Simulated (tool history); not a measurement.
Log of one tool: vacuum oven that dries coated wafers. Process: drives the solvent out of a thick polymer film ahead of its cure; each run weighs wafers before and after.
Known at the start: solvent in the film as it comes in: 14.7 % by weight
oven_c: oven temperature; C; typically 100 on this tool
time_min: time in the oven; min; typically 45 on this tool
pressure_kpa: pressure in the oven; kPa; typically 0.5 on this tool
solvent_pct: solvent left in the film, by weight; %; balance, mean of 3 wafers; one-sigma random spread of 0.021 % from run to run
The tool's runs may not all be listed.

| run | hour | oven_c | time_min | pressure_kpa | solvent_pct |
|---|---|---|---|---|---|
| 1 | 0 | 100 | 45 | 0.5 | 1.5 |
| 2 | 15.2 | 100 | 45 | 0.5 | 1.48 |
| 3 | 31.7 | 100 | 45 | 0.5 | 1.49 |
| 4 | 38.9 | 100 | 45 | 0.5 | 1.48 |
| 5 | 50.2 | 100 | 45 | 0.5 | 1.49 |
| 6 | 66.9 | 100 | 45 | 0.5 | 1.51 |
| 7 | 79.8 | 100 | 45 | 0.5 | 1.52 |
| 8 | 96.6 | 100 | 45 | 0.5 | 1.47 |
| 9 | 107.4 | 100 | 45 | 0.5 | 1.51 |
| 10 | 118.3 | 112 | 59 | 0.5 | 0.31 |
| 11 | 128.7 | 100 | 45 | 0.5 | 1.52 |
| 12 | 138.3 | 100 | 23 | 0.27 | 3.83 |
| 13 | 151.7 | 100 | 23 | 0.27 | 3.83 |
| 14 | 165.8 | 91 | 50 | 1.27 | 2.85 |
| 15 | 183.6 | 108 | 45 | 0.349 | 0.76 |
| 16 | 199 | 108 | 45 | 0.349 | 0.74 |

What if the next run were any one of these 5? Each begins from the tool's condition after run 16:
| A | 212.3 | 108 | 59 | 0.867 | ? |
| B | 212.3 | 88 | 61 | 1.19 | ? |
| C | 212.3 | 110 | 45 | 0.349 | ? |
| D | 212.3 | 108 | 75 | 1.375 | ? |
| E | 212.3 | 104 | 45 | 0.349 | ? |

| run | solvent_pct |
|---|---|
| A | 0.64 |
| B | 2.74 |
| C | 0.62 |
| D | 0.67 |
| E | 1.08 |
Stripped of hidden state, with their random variation kept, the same runs would have yielded:
| run | solvent_pct |
|---|---|
| A | 0.5 |
| B | 2.41 |
| C | 0.48 |
| D | 0.54 |
| E | 0.9 |
